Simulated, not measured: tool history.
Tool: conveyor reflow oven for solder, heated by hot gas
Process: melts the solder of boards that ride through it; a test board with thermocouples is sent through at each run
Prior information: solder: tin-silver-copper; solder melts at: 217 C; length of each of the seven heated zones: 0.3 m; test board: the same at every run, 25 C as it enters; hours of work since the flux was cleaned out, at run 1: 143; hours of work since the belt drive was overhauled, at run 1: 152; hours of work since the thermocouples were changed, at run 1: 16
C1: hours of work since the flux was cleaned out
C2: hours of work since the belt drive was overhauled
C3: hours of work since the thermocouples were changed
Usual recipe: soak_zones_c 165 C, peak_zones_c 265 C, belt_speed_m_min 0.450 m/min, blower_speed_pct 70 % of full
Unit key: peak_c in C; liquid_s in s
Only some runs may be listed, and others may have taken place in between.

run 1 hour=0.0 | soak_zones_c=165 peak_zones_c=265 belt_speed_m_min=0.450 blower_speed_pct=70 | C1=143 C2=152 C3=16 | peak_c=250.2 liquid_s=55.3
run 2 hour=74.0 | soak_zones_c=165 peak_zones_c=265 belt_speed_m_min=0.450 blower_speed_pct=70 | C1=185 C2=193 C3=58 | peak_c=250.1 liquid_s=55.5
run 3 hour=123.4 | soak_zones_c=165 peak_zones_c=265 belt_speed_m_min=0.450 blower_speed_pct=70 | C1=213 C2=221 C3=86 | peak_c=250.2 liquid_s=56.1
run 4 hour=164.5 | soak_zones_c=165 peak_zones_c=255 belt_speed_m_min=0.450 blower_speed_pct=70 | C1=236 C2=244 C3=109 | peak_c=241.5 liquid_s=48.1
-- hour=205.9 flux residue cleaned out of gas plates and filters
run 5 hour=220.8 | soak_zones_c=165 peak_zones_c=265 belt_speed_m_min=0.450 blower_speed_pct=70 | C1=8 C2=273 C3=138 | peak_c=250.1 liquid_s=55.9
run 6 hour=289.7 | soak_zones_c=165 peak_zones_c=265 belt_speed_m_min=0.450 blower_speed_pct=70 | C1=47 C2=311 C3=176 | peak_c=250.3 liquid_s=55.8
run 7 hour=367.2 | soak_zones_c=165 peak_zones_c=265 belt_speed_m_min=0.450 blower_speed_pct=70 | C1=91 C2=355 C3=220 | peak_c=250.1 liquid_s=55.7
run 8 hour=440.5 | soak_zones_c=165 peak_zones_c=259 belt_speed_m_min=0.450 blower_speed_pct=70 | C1=132 C2=396 C3=261 | peak_c=244.7 liquid_s=51.7
run 9 hour=477.0 | soak_zones_c=165 peak_zones_c=259 belt_speed_m_min=0.450 blower_speed_pct=70 | C1=152 C2=417 C3=281 | peak_c=245.0 liquid_s=51.3
run 10 hour=562.1 | soak_zones_c=165 peak_zones_c=259 belt_speed_m_min=0.450 blower_speed_pct=70 | C1=200 C2=464 C3=329 | peak_c=244.4 liquid_s=51.5
run 11 hour=636.8 | soak_zones_c=165 peak_zones_c=265 belt_speed_m_min=0.450 blower_speed_pct=70 | C1=242 C2=506 C3=371 | peak_c=250.3 liquid_s=55.8
-- hour=668.9 flux residue cleaned out of gas plates and filters
run 12 hour=696.5 | soak_zones_c=165 peak_zones_c=265 belt_speed_m_min=0.450 blower_speed_pct=70 | C1=15 C2=537 C3=402 | peak_c=250.4 liquid_s=55.7
run 13 hour=749.4 | soak_zones_c=158 peak_zones_c=265 belt_speed_m_min=0.450 blower_speed_pct=70 | C1=45 C2=567 C3=432 | peak_c=249.1 liquid_s=52.7
run 14 hour=808.3 | soak_zones_c=165 peak_zones_c=265 belt_speed_m_min=0.450 blower_speed_pct=59 | C1=78 C2=600 C3=465 | peak_c=246.5 liquid_s=52.0
run 15 hour=890.8 | soak_zones_c=179 peak_zones_c=265 belt_speed_m_min=0.450 blower_speed_pct=59 | C1=125 C2=646 C3=511 | peak_c=249.0 liquid_s=59.1
-- hour=937.1 thermocouples of zones 6 and 7 changed
run 16 hour=963.0 | soak_zones_c=179 peak_zones_c=265 belt_speed_m_min=0.417 blower_speed_pct=59 | C1=164 C2=686 C3=15 | peak_c=251.7 liquid_s=66.9
run 17 hour=1022.3 | soak_zones_c=159 peak_zones_c=265 belt_speed_m_min=0.417 blower_speed_pct=63 | C1=197 C2=719 C3=48 | peak_c=249.4 liquid_s=58.1
run 18 hour=1060.7 | soak_zones_c=159 peak_zones_c=266 belt_speed_m_min=0.450 blower_speed_pct=87 | C1=219 C2=741 C3=69 | peak_c=254.6 liquid_s=58.0
-- hour=1129.5 flux residue cleaned out of gas plates and filters
run 19 hour=1129.5 | soak_zones_c=180 peak_zones_c=256 belt_speed_m_min=0.415 blower_speed_pct=83 | C1=0 C2=776 C3=105 | peak_c=248.9 liquid_s=67.5
run 20 hour=1206.1 | soak_zones_c=167 peak_zones_c=254 belt_speed_m_min=0.450 blower_speed_pct=70 | C1=43 C2=820 C3=148 | peak_c=240.5 liquid_s=48.3
run 21 hour=1252.5 | soak_zones_c=165 peak_zones_c=268 belt_speed_m_min=0.450 blower_speed_pct=59 | C1=69 C2=846 C3=174 | peak_c=249.5 liquid_s=53.7
run 22 hour=1295.0 | soak_zones_c=165 peak_zones_c=268 belt_speed_m_min=0.402 blower_speed_pct=52 | C1=93 C2=869 C3=198 | peak_c=250.9 liquid_s=62.1
run 23 hour=1365.2 | soak_zones_c=165 peak_zones_c=268 belt_speed_m_min=0.402 blower_speed_pct=52 | C1=132 C2=909 C3=238 | peak_c=250.3 liquid_s=62.2
run 24 hour=1431.6 | soak_zones_c=165 peak_zones_c=268 belt_speed_m_min=0.402 blower_speed_pct=52 | C1=170 C2=946 C3=275 | peak_c=250.8 liquid_s=62.5
run 25 hour=1468.1 | soak_zones_c=165 peak_zones_c=265 belt_speed_m_min=0.498 blower_speed_pct=62 | C1=190 C2=967 C3=295 | peak_c=244.3 liquid_s=43.8
-- hour=1514.5 belt drive overhauled, speed set with a stopwatch
run 26 hour=1538.2 | soak_zones_c=165 peak_zones_c=265 belt_speed_m_min=0.479 blower_speed_pct=61 | C1=227 C2=13 C3=333 | peak_c=245.0 liquid_s=46.2
-- hour=1594.9 flux residue cleaned out of gas plates and filters
run 27 hour=1610.5 | soak_zones_c=163 peak_zones_c=265 belt_speed_m_min=0.437 blower_speed_pct=61 | C1=9 C2=51 C3=370 | peak_c=248.1 liquid_s=54.1
run 28 hour=1646.1 | soak_zones_c=159 peak_zones_c=265 belt_speed_m_min=0.450 blower_speed_pct=66 | C1=29 C2=71 C3=390 | peak_c=247.5 liquid_s=51.6
run 29 hour=1688.5 | soak_zones_c=159 peak_zones_c=265 belt_speed_m_min=0.450 blower_speed_pct=66 | C1=53 C2=95 C3=414 | peak_c=248.1 liquid_s=52.2
run 30 hour=1747.2 | soak_zones_c=179 peak_zones_c=261 belt_speed_m_min=0.387 blower_speed_pct=55 | C1=86 C2=128 C3=447 | peak_c=249.0 liquid_s=69.5
run 31 hour=1786.5 | soak_zones_c=157 peak_zones_c=277 belt_speed_m_min=0.387 blower_speed_pct=63 | C1=108 C2=150 C3=469 | peak_c=262.8 liquid_s=72.3

Describe how what the log doesn't record of the tool's condition differs between the last listed run preceding each entry between runs and the first listed run following it.
Between runs 4 and 5: flux residue cleaned out of gas plates and filters (hour 205.9)
  heat that the gas passes to the board, % of a clean oven's: 99.6 -> 100; belt's true speed, % of the reading: 99.98 -> 99.97; true gas temperature in zones 6 and 7 over the reading, C: 0 -> 0.01
Between runs 11 and 12: flux residue cleaned out of gas plates and filters (hour 668.9)
  heat that the gas passes to the board, % of a clean oven's: 99.6 -> 99.9
Between runs 15 and 16: thermocouples of zones 6 and 7 changed (hour 937.1)
  heat that the gas passes to the board, % of a clean oven's: 99.8 -> 99.7; belt's true speed, % of the reading: 99.93 -> 99.92; true gas temperature in zones 6 and 7 over the reading, C: 0.04 -> 0
Between runs 18 and 19: flux residue cleaned out of gas plates and filters (hour 1129.5)
  heat that the gas passes to the board, % of a clean oven's: 99.6 -> 99.9
Between runs 25 and 26: belt drive overhauled, speed set with a stopwatch (hour 1514.5)
  belt's true speed, % of the reading: 99.89 -> 100; true gas temperature in zones 6 and 7 over the reading, C: 0.02 -> 0.03
Between runs 26 and 27: flux residue cleaned out of gas plates and filters (hour 1594.9)
  heat that the gas passes to the board, % of a clean oven's: 99.6 -> 100; belt's true speed, % of the reading: 100 -> 99.99
